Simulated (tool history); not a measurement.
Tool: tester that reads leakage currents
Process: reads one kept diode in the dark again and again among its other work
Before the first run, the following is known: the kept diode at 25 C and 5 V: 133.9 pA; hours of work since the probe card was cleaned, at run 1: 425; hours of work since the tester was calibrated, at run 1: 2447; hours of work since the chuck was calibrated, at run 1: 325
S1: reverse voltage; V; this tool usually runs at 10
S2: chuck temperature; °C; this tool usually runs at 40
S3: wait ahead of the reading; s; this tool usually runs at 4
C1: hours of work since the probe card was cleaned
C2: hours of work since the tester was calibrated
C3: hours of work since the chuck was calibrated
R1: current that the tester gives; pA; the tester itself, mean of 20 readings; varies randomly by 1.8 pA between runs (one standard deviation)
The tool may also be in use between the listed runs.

run    hour    S1  S2    S3    C1    C2    C3      R1
  1       0    10  40     4   425  2447   325  571.55
  2     109    10  40     4   484  2506   384  567.37
  3   215.9    10  40     4   542  2564   442  564.99
  4   365.9    10  40   0.6   623  2646   524  569.93
  5   480.1    10  40     4   685  2708   586   560.5
  6   588.2    10  40     4   744  2766   644  560.02
  7   705.6    10  40     4   807  2830   708  557.53
  8   779.4    10  40     4   847  2870   748  554.05
  9   893.6    10  40     4   909  2932   810  556.24
 10   971.6    10  40     4   952  2974   852  554.19
 11  1077.6    10  40     4  1009  3031   909  551.74
 12  1195.3    10  40     4  1073  3095   973  551.05
 13  1278.1    10  40     4  1118  3140  1018  546.71
     1289.3  -- probe card cleaned and baked
 14  1362.7  17.3  40     4    40  3184  1062  757.86
 15  1446.8  17.3  58  6.56    85  3230  1108  2392.2
 16  1569.3  17.3  21  4.09   152  3296  1174  197.82
 17    1685   4.6  40   0.4   214  3359  1237  347.74
 18  1764.9   4.2  26  0.86   258  3402  1280  122.18
     1847.4  -- probe card cleaned and baked, once more
 19  1911.9   3.6  47  2.17    35  3480  1358  468.85
 20  2047.3   3.3  25  2.17   108  3554  1432   93.86
 21  2139.5   1.2  55     4   158  3604  1482  413.08
 22    2219   1.6  42     4   201  3647  1525  207.63
 23  2328.7   5.9  40  1.35   261  3706  1584  388.24
 24  2416.5  10.5  49  2.86   308  3754  1632  982.55
 25  2517.6  10.6  40  0.83   363  3809  1687  547.59
 26  2673.9   1.6  26  0.54   448  3893  1771   66.55
     2699.3  -- chuck's temperature calibrated
 27  2761.8   1.6  26  0.54   494  3940    34   75.72
 28  2830.6   1.6  26  0.54   532  3977    71   75.88

Each row is a separate what-if for the run after 28, all from the same tool condition, not one after another. Results?
  A  2969.8   1.6  29  3.15  607  4053  147   ?
  B  2969.8   1.3  59  7.45  607  4053  147   ?
  C  2969.8  11.6  26  0.81  607  4053  147   ?
  D  2969.8   1.6  22  0.65  607  4053  147   ?
  E  2969.8  11.3  24     4  607  4053  147   ?

run      R1
  A   92.15
  B   604.1
  C  241.54
  D    55.7
  E  200.28
Had the tool no hidden state, the same runs would have come out as:
run      R1
  A   92.66
  B  610.65
  C  240.86
  D   55.82
  E  199.24
